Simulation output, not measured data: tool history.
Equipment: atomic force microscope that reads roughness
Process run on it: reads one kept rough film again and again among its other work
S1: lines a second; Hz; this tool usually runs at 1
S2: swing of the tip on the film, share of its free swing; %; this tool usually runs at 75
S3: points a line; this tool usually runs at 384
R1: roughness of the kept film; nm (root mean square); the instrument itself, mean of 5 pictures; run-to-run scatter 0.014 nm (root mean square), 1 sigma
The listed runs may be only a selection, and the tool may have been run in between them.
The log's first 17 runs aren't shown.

run     day    S1  S2   S3     R1
 18  13.967     1  72  384  2.294
 19    14.5  1.47  75  384  1.976
 20  15.242  1.47  82  384  1.689
     15.533  -- new tip fitted
 21  16.004  1.47  82  384  2.612
 22  16.808  1.47  82  384  2.233
 23  17.529  1.47  82  384  1.964
 24  18.108  1.47  82  384  1.813
 25  18.767     1  87  384  1.672
     18.946  -- new tip fitted
 26  19.925     1  75  384  2.652
 27  20.542     1  75  384  2.351
 28    21.3  0.51  89  308  2.076
 29  21.825  0.85  55  772  2.075
     22.317  -- new tip fitted
 30  22.529   1.8  58  384  3.119
 31  23.346  2.58  88  749  1.969
 32  24.017  2.58  88  749  1.757

Predict the results of run 33:
 33  24.746  2.58  72  749   ?

{"run 33": {"R1": 1.874}}
Without the tool's hidden state the same run would have given R1 2.999 nm (root mean square).
